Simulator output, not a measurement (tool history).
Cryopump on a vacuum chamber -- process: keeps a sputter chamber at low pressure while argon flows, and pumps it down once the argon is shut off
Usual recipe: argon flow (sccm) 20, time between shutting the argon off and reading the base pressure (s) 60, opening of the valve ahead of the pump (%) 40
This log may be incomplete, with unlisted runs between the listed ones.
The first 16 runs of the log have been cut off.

run	hour	argon flow (sccm)	time between shutting the argon off and reading the base pressure (s)	opening of the valve ahead of the pump (%)	pressure while argon flows (Pa)	pressure after the wait (uPa)
17	602.7	30	60	40	0.1241	2.07
18	633.8	30	60	40	0.1238	2.05
19	679.0	30	60	40	0.1236	2.12
20	702.1	20	33	40	0.0819	2.63
21	729.2	20	33	27	0.1210	2.65
22	765.5	20	132	38	0.0868	1.81
23	822.3	39	127	26	0.2433	1.93
24	874.9	23	21	38	0.1005	3.40
25	898.0	9	60	24	0.0605	2.37
# hour 906.6: pump warmed up, emptied and cooled again
# hour 939.0: leaking fittings of the chamber tightened, without venting
26	941.9	9	60	24	0.0593	0.89
27	980.8	9	60	26	0.0548	0.97
28	1010.8	9	60	16	0.0886	0.96
29	1065.7	13	60	40	0.0510	0.98
30	1093.2	22	60	40	0.0880	1.02
31	1133.0	17	71	50	0.0537	1.00
32	1180.7	8	60	31	0.0417	1.07
33	1217.2	8	60	31	0.0411	1.11

5 options for the next run, each taken on its own from the tool as it stands now. Forecast them:
A	1257.4	23	52	40	?	?
B	1257.4	8	37	31	?	?
C	1257.4	14	60	31	?	?
D	1257.4	9	60	40	?	?
E	1257.4	10	21	46	?	?

run	pressure while argon flows (Pa)	pressure after the wait (uPa)
A	0.0926	1.25
B	0.0417	1.52
C	0.0718	1.14
D	0.0361	1.11
E	0.0352	2.32
What these runs would have given with no unlogged condition in the tool:
run	pressure while argon flows (Pa)	pressure after the wait (uPa)
A	0.0904	1.00
B	0.0409	1.27
C	0.0704	0.89
D	0.0352	0.87
E	0.0343	2.07

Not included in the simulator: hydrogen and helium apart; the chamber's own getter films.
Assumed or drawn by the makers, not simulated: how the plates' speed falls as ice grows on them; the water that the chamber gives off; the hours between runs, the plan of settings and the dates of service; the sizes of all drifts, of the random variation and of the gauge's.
